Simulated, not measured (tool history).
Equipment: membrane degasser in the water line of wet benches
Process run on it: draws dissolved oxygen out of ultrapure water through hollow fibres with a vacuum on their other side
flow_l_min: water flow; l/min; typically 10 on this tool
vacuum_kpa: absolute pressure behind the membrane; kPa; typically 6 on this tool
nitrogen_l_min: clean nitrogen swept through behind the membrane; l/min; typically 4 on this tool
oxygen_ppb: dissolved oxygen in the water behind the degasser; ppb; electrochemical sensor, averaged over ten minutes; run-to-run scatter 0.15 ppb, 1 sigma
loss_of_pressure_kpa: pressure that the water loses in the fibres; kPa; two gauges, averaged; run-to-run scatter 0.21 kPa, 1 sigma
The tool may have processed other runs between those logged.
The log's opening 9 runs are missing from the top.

run    hour  flow_l_min  vacuum_kpa  nitrogen_l_min  hours since the membrane was changed  hours since the vacuum gauge was calibrated  hours since the vacuum lines were made tight  oxygen_ppb  loss_of_pressure_kpa
 10  1030.1          10       14.75               4                                  7808                                         2025                                          5326        74.2                 50.73
 11  1119.6          10       14.75               4                                  7897                                         2115                                          5416        74.4                 51.04
 12  1244.2          10           6               4                                  8022                                         2240                                          5540        19.9                 51.29
 13  1337.9          10           6               4                                  8115                                         2333                                          5634        19.9                 50.78
 14  1486.7          10           6               4                                  8264                                         2482                                          5783        19.9                 51.41
 15    1572          10           6               4                                  8349                                         2567                                          5868          20                 51.33
 16  1672.5          10           6               4                                  8450                                         2668                                          5969        20.1                 51.31
 17  1826.6          12        8.27           10.73                                  8604                                         2822                                          6123        21.4                 61.46
 18  1916.3           8        6.41            9.27                                  8694                                         2912                                          6213         7.8                 40.89
 19    2087          10        6.14               4                                  8864                                         3082                                          6383          21                 51.32
 20  2192.4          15        6.54            1.74                                  8970                                         3188                                          6489          92                 77.59
     2233.8  -- vacuum gauge calibrated
 21    2356          15        6.54            1.74                                  9133                                          122                                          6652        92.6                 77.42
 22  2494.1          14        11.1            7.16                                  9271                                          260                                          6790          56                 71.76
 23  2621.1           9        8.69               4                                  9398                                          387                                          6917        32.5                  46.1
 24  2715.4          10        4.03             4.6                                  9492                                          482                                          7011         7.2                 51.49
 25  2879.8           6        8.58            4.28                                  9657                                          646                                          7176        19.5                 31.12
 26  2985.6          10       13.51           10.92                                  9763                                          752                                          7281        26.6                 51.55

Forecast run 27:
 27  3123.4          10       13.51           10.92                                  9900                                          890                                          7419           ?                     ?

oxygen_ppb: 26.6 ppb
loss_of_pressure_kpa: 51.61 kPa
With the hidden condition absent and the run-to-run variation left alone, this run would have shown oxygen_ppb 25.4 ppb, loss_of_pressure_kpa 49.23 kPa.

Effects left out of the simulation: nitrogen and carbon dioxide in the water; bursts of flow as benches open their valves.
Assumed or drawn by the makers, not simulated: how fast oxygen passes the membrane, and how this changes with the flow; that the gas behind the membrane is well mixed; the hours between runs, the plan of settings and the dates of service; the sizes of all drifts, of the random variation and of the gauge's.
